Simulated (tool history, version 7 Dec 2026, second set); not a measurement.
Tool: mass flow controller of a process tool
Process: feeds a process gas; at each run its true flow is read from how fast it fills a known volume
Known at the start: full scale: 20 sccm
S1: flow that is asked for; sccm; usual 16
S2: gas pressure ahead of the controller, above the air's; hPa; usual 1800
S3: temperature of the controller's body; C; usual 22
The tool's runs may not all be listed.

Run 1, day 0.000: usual settings. Result: true flow (%) 100.37.
Run 2, day 3.738: usual settings. Result: true flow (%) 100.34.
Run 3, day 6.017: usual settings. Result: true flow (%) 100.30.
Run 4, day 9.729: usual settings. Result: true flow (%) 100.24.
Run 5, day 13.704: usual settings. Result: true flow (%) 100.44.
Run 6, day 17.500: usual settings but S3 25 C. Result: true flow (%) 100.19.
Run 7, day 20.350: usual settings but S3 25 C. Result: true flow (%) 100.11.
Run 8, day 24.212: usual settings but S1 3 sccm. Result: true flow (%) 98.08.
Run 9, day 27.933: usual settings but S1 3 sccm. Result: true flow (%) 98.04.
Run 10, day 30.488: usual settings but S1 3 sccm. Result: true flow (%) 98.06.
Run 11, day 34.062: usual settings but S3 36 C. Result: true flow (%) 99.23.
Run 12, day 38.171: usual settings but S3 36 C. Result: true flow (%) 99.30.
Run 13, day 42.038: usual settings but S1 5 sccm, S3 36 C. Result: true flow (%) 97.77.
Run 14, day 47.083: usual settings but S3 28 C. Result: true flow (%) 99.86.
Run 15, day 52.029: usual settings but S3 28 C. Result: true flow (%) 99.88.
Run 16, day 54.746: usual settings but S3 28 C. Result: true flow (%) 100.14.
Run 17, day 59.012: usual settings but S3 28 C. Result: true flow (%) 100.00.
Run 18, day 63.596: usual settings but S3 28 C. Result: true flow (%) 100.04.
Run 19, day 67.146: usual settings. Result: true flow (%) 100.32.
Run 20, day 71.617: usual settings but S1 10 sccm. Result: true flow (%) 99.89.
Run 21, day 74.575: usual settings but S1 15 sccm. Result: true flow (%) 100.29.
Run 22, day 77.229: usual settings. Result: true flow (%) 100.35.
Run 23, day 81.162: usual settings but S2 2170 hPa. Result: true flow (%) 100.40.
Run 24, day 83.738: usual settings but S2 2170 hPa. Result: true flow (%) 100.38.
Run 25, day 87.304: usual settings but S1 2 sccm, S2 2630 hPa, S3 23 C. Result: true flow (%) 96.29.
Run 26, day 91.388: usual settings but S1 2 sccm, S2 2630 hPa, S3 23 C. Result: true flow (%) 96.41.
Run 27, day 95.354: usual settings but S1 2 sccm, S2 2630 hPa, S3 23 C. Result: true flow (%) 96.28.
Run 28, day 100.079: usual settings but S1 5 sccm, S2 1480 hPa. Result: true flow (%) 98.88.
Run 29, day 103.117: usual settings but S1 5 sccm, S2 1750 hPa. Result: true flow (%) 98.90.
Run 30, day 105.612: usual settings but S2 2430 hPa, S3 20 C. Result: true flow (%) 100.37.
Run 31, day 108.554: usual settings but S1 20 sccm, S2 2430 hPa, S3 32 C. Result: true flow (%) 99.82.
Run 32, day 112.612: usual settings but S1 20 sccm, S2 2430 hPa, S3 32 C. Result: true flow (%) 99.79.
Run 33, day 115.675: usual settings but S1 20 sccm, S2 2430 hPa, S3 32 C. Result: true flow (%) 99.89.
Run 34, day 119.817: usual settings but S1 3 sccm, S2 2430 hPa, S3 21 C. Result: true flow (%) 97.50.
Run 35, day 124.879: usual settings but S1 3 sccm, S2 2430 hPa, S3 21 C. Result: true flow (%) 97.40.
Run 36, day 128.708: usual settings but S1 4 sccm. Result: true flow (%) 98.32.
Run 37, day 133.175: usual settings but S1 4 sccm. Result: true flow (%) 98.27.
Run 38, day 138.329: usual settings but S1 10 sccm, S2 1790 hPa, S3 37 C. Result: true flow (%) 98.60.
Run 39, day 143.629: usual settings but S1 14 sccm, S2 1790 hPa, S3 32 C. Result: true flow (%) 99.75.
Run 40, day 146.104: usual settings but S1 14 sccm, S2 1790 hPa, S3 32 C. Result: true flow (%) 99.71.
Run 41, day 151.317: usual settings but S1 14 sccm, S2 1790 hPa, S3 32 C. Result: true flow (%) 99.69.
Run 42, day 153.892: usual settings but S1 19 sccm, S2 1690 hPa, S3 32 C. Result: true flow (%) 100.28.
Run 43, day 158.838: usual settings but S1 3 sccm, S2 2080 hPa, S3 29 C. Result: true flow (%) 96.97.
Run 44, day 161.558: usual settings but S1 17 sccm, S2 2740 hPa. Result: true flow (%) 100.30.
Run 45, day 164.138: usual settings but S1 17 sccm, S2 2740 hPa. Result: true flow (%) 100.35.

The next listed run, before its measurement:
Run 46, day 169.217: usual settings but S1 17 sccm, S2 2740 hPa. Result: true flow (%) ?.

true flow (%): 100.36
Without the tool's hidden state the same run would have given true flow (%) 99.66.

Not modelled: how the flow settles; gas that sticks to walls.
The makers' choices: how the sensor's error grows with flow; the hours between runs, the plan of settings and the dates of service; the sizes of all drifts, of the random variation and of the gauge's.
